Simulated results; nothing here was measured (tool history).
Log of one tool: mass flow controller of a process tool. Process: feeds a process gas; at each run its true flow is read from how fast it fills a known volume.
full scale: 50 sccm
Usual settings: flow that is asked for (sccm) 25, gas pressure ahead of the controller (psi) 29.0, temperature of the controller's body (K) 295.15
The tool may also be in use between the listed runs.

run	hour	flow that is asked for (sccm)	gas pressure ahead of the controller (psi)	temperature of the controller's body (K)	true flow (%)
1	0.0	25	29.0	295.15	97.10
2	243.1	25	29.0	295.15	97.15
# hour 399.3: controller's zero set anew
3	480.8	25	29.0	295.15	97.40
4	587.6	25	29.0	295.15	97.37
5	758.7	25	29.0	295.15	97.42
6	878.7	25	38.3	295.15	97.77
7	1078.5	25	29.0	294.15	97.43
8	1177.1	25	29.0	294.15	97.35
# hour 1241.5: controller exchanged for a calibrated one
# hour 1255.1: controller's zero set anew, once more
9	1307.9	37	29.0	295.15	99.81
10	1457.6	37	29.0	296.15	99.47
11	1637.4	49	29.0	296.15	100.16
12	1860.9	49	29.0	296.15	99.98
13	2015.4	25	40.0	295.15	99.62
14	2259.2	25	40.0	295.15	99.45
15	2455.9	25	40.0	295.15	99.52
16	2583.1	25	20.6	295.15	98.41
17	2803.3	25	20.6	295.15	98.46
18	2971.5	25	29.0	295.15	98.74
19	3185.8	25	29.0	305.15	98.02
20	3410.7	25	29.0	305.15	98.04
21	3559.3	25	29.0	305.15	98.06
22	3750.8	25	29.0	296.15	98.45
23	3879.8	25	29.0	295.15	98.62
24	4005.4	25	29.0	295.15	98.55
25	4135.4	16	36.5	295.15	98.71
26	4263.5	16	36.5	295.15	98.66
27	4487.3	5	26.4	299.15	98.62
28	4666.6	5	26.4	299.15	98.57
29	4906.8	19	31.6	295.15	98.28
30	5141.3	28	27.1	300.15	98.02
31	5302.5	9	39.2	300.15	98.51
32	5435.1	8	26.8	305.15	97.42
33	5678.1	8	33.2	296.15	98.59
34	5863.5	30	22.3	310.15	96.90
35	6095.4	30	22.3	310.15	96.72
36	6336.6	9	22.3	298.15	97.63
37	6530.2	8	30.5	298.15	98.09
38	6654.6	8	30.5	298.15	98.11
39	6763.5	26	28.3	298.15	97.79
40	6982.0	24	33.1	309.15	97.11
41	7091.3	24	34.5	300.15	97.85
42	7297.3	24	34.5	300.15	97.87
43	7542.1	18	40.0	300.15	98.00
44	7749.3	6	31.9	299.15	98.72
45	7989.9	6	31.9	299.15	98.64
46	8148.3	25	40.3	295.15	98.39
47	8344.4	25	40.3	295.15	98.39

Measured less the same run without the tool's hidden state. The same run-to-run variation is in both; the gauge's scatter may not be:
The hidden state here: flow at rest that the sensor doesn't see, % of full scale; true flow over the shown one, %; drift of the gauge itself on true_pct, %.
run	true flow (%)
1	-1.75
2	-1.80
3	-1.41
4	-1.43
5	-1.47
6	-1.50
7	-1.53
8	-1.54
9	+0.14
10	+0.11
11	+0.04
12	-0.01
13	+0.06
14	+0.01
15	-0.03
16	-0.05
17	-0.10
18	-0.14
19	-0.18
20	-0.22
21	-0.25
22	-0.28
23	-0.30
24	-0.33
25	-0.16
26	-0.17
27	+1.15
28	+1.17
29	-0.38
30	-0.60
31	+0.22
32	+0.37
33	+0.36
34	-0.79
35	-0.84
36	+0.15
37	+0.32
38	+0.31
39	-0.92
40	-0.92
41	-0.94
42	-0.98
43	-0.81
44	+0.91
45	+0.92
46	-1.17
47	-1.21

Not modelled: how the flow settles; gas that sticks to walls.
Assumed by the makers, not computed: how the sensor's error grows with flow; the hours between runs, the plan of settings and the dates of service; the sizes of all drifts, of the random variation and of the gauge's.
